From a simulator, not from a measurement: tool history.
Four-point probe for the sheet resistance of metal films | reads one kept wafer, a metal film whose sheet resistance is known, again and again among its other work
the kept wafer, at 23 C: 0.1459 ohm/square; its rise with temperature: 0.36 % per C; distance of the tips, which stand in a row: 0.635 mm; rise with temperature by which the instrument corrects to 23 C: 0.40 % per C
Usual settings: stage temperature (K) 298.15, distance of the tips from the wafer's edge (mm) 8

run   hour  stage temperature (K)  distance of the tips from the wafer's edge (mm)  sheet resistance as the instrument gives it (ohm/square)
  1      0                 298.15                                                8                                                  0.146601
  2   23.2                 298.15                                                8                                                  0.146649
  3   58.1                 298.15                                                8                                                  0.146549
  4   78.5                 298.15                                                6                                                  0.147021
  5  101.1                 298.15                                                6                                                  0.146983
  6  139.3                 298.15                                               14                                                  0.146309
  7  159.6                 298.15                                                8                                                  0.146623
  8  181.5                 298.15                                               27                                                   0.14617
  9    202                 298.15                                               27                                                  0.146152
 10  218.5                 298.15                                               23                                                  0.146169
 11  244.9                 298.15                                               37                                                    0.1462
 12  267.9                 298.15                                                3                                                  0.149648
 13  290.9                 302.15                                               15                                                  0.146088
 14    323                 303.15                                                7                                                  0.146565
 15    363                 298.15                                                8                                                  0.146669
 16  387.1                 292.15                                               24                                                  0.146547
 17  412.7                 294.15                                                3                                                  0.149811
 18  435.4                 294.15                                                3                                                   0.14984
 19  454.5                 294.15                                                3                                                  0.149856
 20  488.4                 300.15                                               30                                                  0.146123
 21  507.6                 295.15                                               24                                                  0.146417
 22    546                 294.15                                                4                                                  0.148395
 23  576.9                 298.15                                               30                                                   0.14623
 24  601.1                 302.15                                                5                                                  0.147308

Forecast each of these 5 alternatives for the next run:
  A  639.8                 300.15                                               46                                                         ?
  B  639.8                 300.15                                               48                                                         ?
  C  639.8                 297.15                                               46                                                         ?
  D  639.8                 295.15                                               11                                                         ?
  E  639.8                 294.15                                                3                                                         ?

run  sheet resistance as the instrument gives it (ohm/square)
  A                                                  0.146163
  B                                                   0.14613
  C                                                  0.146275
  D                                                  0.146642
  E                                                  0.149896
Without the tool's hidden state the same runs would have given:
run  sheet resistance as the instrument gives it (ohm/square)
  A                                                   0.14573
  B                                                  0.145697
  C                                                  0.145842
  D                                                  0.146209
  E                                                  0.149454
